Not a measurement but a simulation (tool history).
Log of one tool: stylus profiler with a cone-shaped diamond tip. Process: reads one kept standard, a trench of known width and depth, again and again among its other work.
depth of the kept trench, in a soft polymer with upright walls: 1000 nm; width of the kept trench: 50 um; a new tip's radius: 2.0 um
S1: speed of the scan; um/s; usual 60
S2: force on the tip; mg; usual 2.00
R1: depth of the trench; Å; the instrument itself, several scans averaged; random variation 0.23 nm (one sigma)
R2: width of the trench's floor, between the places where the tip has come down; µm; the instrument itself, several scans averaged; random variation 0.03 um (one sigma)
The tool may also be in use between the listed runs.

| run | hour | S1 | S2 | R1 | R2 |
|---|---|---|---|---|---|
| 1 | 0.0 | 60 | 2.00 | 10096.4 | 46.13 |
| 2 | 24.8 | 60 | 2.00 | 10098.6 | 46.24 |
| 3 | 47.8 | 60 | 2.00 | 10099.6 | 46.20 |
| 4 | 80.9 | 60 | 2.00 | 10094.0 | 46.06 |
| 5 | 99.8 | 60 | 2.00 | 10100.8 | 46.06 |
| 6 | 134.7 | 32 | 2.00 | 10095.5 | 46.20 |
| 7 | 163.3 | 32 | 2.00 | 10096.3 | 46.19 |
| 8 | 188.0 | 60 | 2.00 | 10089.9 | 46.02 |
| 9 | 212.7 | 60 | 2.00 | 10094.4 | 46.04 |
| 10 | 248.1 | 60 | 2.00 | 10091.8 | 46.02 |
| 11 | 270.2 | 60 | 2.00 | 10094.6 | 45.99 |
| 12 | 286.7 | 60 | 1.97 | 10095.6 | 45.98 |
| 13 | 306.1 | 60 | 0.79 | 10040.8 | 45.77 |
| 14 | 344.9 | 60 | 0.79 | 10040.7 | 45.73 |
| 15 | 377.2 | 60 | 0.79 | 10043.4 | 45.77 |
| 16 | 406.8 | 60 | 0.79 | 10040.1 | 45.77 |
| 17 | 444.6 | 60 | 0.69 | 10039.0 | 45.71 |
| 18 | 478.1 | 42 | 0.69 | 10035.4 | 45.80 |
| 19 | 505.9 | 108 | 0.69 | 10033.0 | 45.25 |
| 20 | 524.9 | 108 | 0.69 | 10036.2 | 45.22 |
| 21 | 542.9 | 32 | 0.69 | 10036.0 | 45.84 |
|  | 545.5 | height scale calibrated on a step standard |
| 22 | 569.0 | 60 | 2.00 | 10080.8 | 45.81 |
| 23 | 609.4 | 60 | 2.00 | 10085.7 | 45.77 |
|  | 643.7 | height scale calibrated on a step standard, once more |
| 24 | 646.1 | 151 | 1.53 | 10088.0 | 45.26 |
| 25 | 678.8 | 35 | 1.94 | 10102.4 | 45.85 |
| 26 | 705.6 | 78 | 1.93 | 10100.0 | 45.62 |
| 27 | 739.3 | 78 | 1.90 | 10102.5 | 45.61 |
| 28 | 772.2 | 182 | 0.81 | 10053.5 | 44.62 |
| 29 | 795.7 | 182 | 0.81 | 10051.6 | 44.62 |
| 30 | 827.4 | 61 | 5.01 | 10193.9 | 45.75 |
| 31 | 846.6 | 217 | 0.99 | 10058.1 | 44.44 |

Forecast run 32:
| 32 | 878.6 | 46 | 5.13 | ? | ? |

R1: 10190.8 Å
R2: 45.78 µm
Without the tool's hidden state the same run would have given R1 10198.9 Å, R2 46.38 µm.
